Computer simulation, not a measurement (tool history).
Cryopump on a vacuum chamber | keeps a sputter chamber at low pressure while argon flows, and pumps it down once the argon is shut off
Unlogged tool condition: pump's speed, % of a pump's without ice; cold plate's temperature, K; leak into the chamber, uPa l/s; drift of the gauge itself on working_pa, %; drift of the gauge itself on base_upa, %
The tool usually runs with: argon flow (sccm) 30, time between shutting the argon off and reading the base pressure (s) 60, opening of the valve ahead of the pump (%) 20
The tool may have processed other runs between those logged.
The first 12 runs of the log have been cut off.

run	hour	argon flow (sccm)	time between shutting the argon off and reading the base pressure (s)	opening of the valve ahead of the pump (%)	hours of work since the pump was warmed up and emptied	hours of work since the cold head was overhauled	hours of work since the chamber's fittings were tightened	pressure while argon flows (Pa)	pressure after the wait (uPa)
13	301.3	30	60	15	256	946	2017	0.2533	1.79
14	331.3	30	60	15	272	963	2033	0.2534	1.71
15	356.6	13	60	20	286	977	2047	0.0828	1.66
16	390	13	60	20	305	995	2066	0.0842	1.74
17	413.9	30	60	22	318	1008	2079	0.174	1.77
18	431.6	22	82	57	328	1018	2089	0.0512	1.6
19	452.3	22	82	57	339	1030	2100	0.0516	1.7
20	475.3	24	157	21	352	1042	2113	0.1464	1.46
21	509.9	12	157	21	371	1061	2132	0.0743	1.44
22	538	28	177	18	386	1077	2147	0.1983	1.49

Run 23 comes next. What will it give?
23	553.6	28	177	18	395	1086	2156	?	?

{"run 23": {"pressure while argon flows (Pa)": 0.1975, "pressure after the wait (uPa)": 1.44}}
Without the tool's hidden state the same run would have given pressure while argon flows (Pa) 0.1931, pressure after the wait (uPa) 0.39.
